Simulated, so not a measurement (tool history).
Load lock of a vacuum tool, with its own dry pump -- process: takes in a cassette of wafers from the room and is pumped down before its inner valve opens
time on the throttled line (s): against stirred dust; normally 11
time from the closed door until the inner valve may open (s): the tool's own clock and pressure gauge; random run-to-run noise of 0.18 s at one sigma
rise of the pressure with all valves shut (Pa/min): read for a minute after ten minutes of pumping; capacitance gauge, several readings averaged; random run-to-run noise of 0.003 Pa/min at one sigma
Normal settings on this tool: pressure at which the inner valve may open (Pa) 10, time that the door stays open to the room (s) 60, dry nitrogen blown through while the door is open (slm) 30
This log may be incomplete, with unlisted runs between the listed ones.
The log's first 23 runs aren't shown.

run    hour  time on the throttled line (s)  pressure at which the inner valve may open (Pa)  time that the door stays open to the room (s)  dry nitrogen blown through while the door is open (slm)  hours that the pump has run since its overhaul  times that the door has closed on its seal  incoming humidity of the room's air, %  time from the closed door until the inner valve may open (s)  rise of the pressure with all valves shut (Pa/min)
 24  4111.2                              16                                               10                                             58                                                        7                                             928                                       18593                                    42.3                                                          23.2                                               0.217
 25  4361.8                              16                                                8                                             60                                                       26                                            1178                                       18980                                    46.1                                                          23.8                                               0.199
 26  4590.5                              13                                                9                                             29                                                        6                                            1407                                       19332                                    41.9                                                          20.8                                               0.215
 27  4715.7                              11                                               15                                            185                                                       30                                            1532                                       19526                                    43.9                                                          18.9                                               0.218
 28  4968.3                              11                                               15                                            185                                                       30                                            1785                                       19915                                    46.6                                                          18.9                                                0.23
 29  5135.4                              11                                               15                                            185                                                       30                                            1952                                       20173                                      49                                                            19                                               0.232
 30  5318.7                               6                                               10                                            202                                                       22                                            2135                                       20456                                    48.1                                                          15.5                                               0.257
 31  5497.3                               6                                               10                                            202                                                       22                                            2314                                       20731                                    45.3                                                          15.7                                               0.252
 32  5710.7                              11                                               10                                            117                                                       22                                            2527                                       21060                                    47.9                                                          19.6                                               0.248
 33    5818                              11                                                8                                             32                                                       30                                            2635                                       21226                                    43.1                                                          20.2                                                0.21
 34  5980.4                              11                                               19                                             34                                                       44                                            2797                                       21476                                    42.6                                                          18.8                                               0.209
 35  6090.9                              11                                               10                                             35                                                       21                                            2907                                       21647                                      45                                                          19.4                                               0.227
 36  6223.9                              11                                               10                                            108                                                       44                                            3041                                       21852                                    44.2                                                          19.6                                               0.227

Branching from run 36: 5 alternative next runs. What would each branch give?
  A  6474.3                              17                                                8                                             31                                                       44                                            3291                                       22238                                    48.2                                                             ?                                                   ?
  B  6474.3                              11                                               10                                             60                                                       30                                            3291                                       22238                                    43.5                                                             ?                                                   ?
  C  6474.3                              17                                                8                                            189                                                       44                                            3291                                       22238                                    43.9                                                             ?                                                   ?
  D  6474.3                              11                                               10                                             60                                                       26                                            3291                                       22238                                    41.1                                                             ?                                                   ?
  E  6474.3                              11                                               14                                             60                                                       30                                            3291                                       22238                                    45.7                                                             ?                                                   ?

run  time from the closed door until the inner valve may open (s)  rise of the pressure with all valves shut (Pa/min)
  A                                                          24.5                                               0.215
  B                                                          19.4                                               0.232
  C                                                          24.4                                               0.239
  D                                                          19.7                                               0.234
  E                                                            19                                               0.233
Take away the tool's hidden state, keep each run's random variation, and the runs would have read:
run  time from the closed door until the inner valve may open (s)  rise of the pressure with all valves shut (Pa/min)
  A                                                          23.9                                                0.03
  B                                                          18.8                                               0.048
  C                                                          23.9                                               0.055
  D                                                          19.1                                                0.05
  E                                                          18.4                                               0.047
